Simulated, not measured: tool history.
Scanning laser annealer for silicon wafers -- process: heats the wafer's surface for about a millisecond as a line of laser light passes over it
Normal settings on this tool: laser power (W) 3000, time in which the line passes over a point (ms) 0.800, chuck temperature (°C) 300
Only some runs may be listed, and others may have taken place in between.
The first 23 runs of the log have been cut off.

run	hour	laser power (W)	time in which the line passes over a point (ms)	chuck temperature (°C)	hours of work since the window was cleaned	hours of work since the power meter was calibrated	hours of work since the optics were aligned	highest temperature of the surface (°C)
24	1379.5	2992	0.963	318	195	1061	1143	1172
25	1430.7	3000	0.906	273	229	1096	1178	1101
26	1468.4	2750	0.881	300	254	1121	1203	1027
27	1534.5	2750	0.881	300	298	1165	1247	1029
28	1589.2	3236	0.829	310	335	1202	1284	1180
29	1673.8	2795	0.860	300	392	1258	1340	1033
30	1716.9	2980	0.723	300	421	1287	1369	1024
31	1805.4	3000	0.571	300	480	1347	1428	947
32	1890.3	3179	0.889	292	537	1403	1485	1161

What if the next run were any one of these 5? Each begins from the tool's condition after run 32:
A	1942.5	3194	0.751	315	572	1438	1520	?
B	1942.5	2807	0.759	292	572	1438	1520	?
C	1942.5	3000	0.800	298	572	1438	1520	?
D	1942.5	2973	0.912	292	572	1438	1520	?
E	1942.5	3000	0.578	300	572	1438	1520	?

run	highest temperature of the surface (°C)
A	1119
B	976
C	1064
D	1099
E	950
Take away the tool's hidden state, keep each run's random variation, and the runs would have read:
run	highest temperature of the surface (°C)
A	1149
B	1001
C	1092
D	1129
E	974
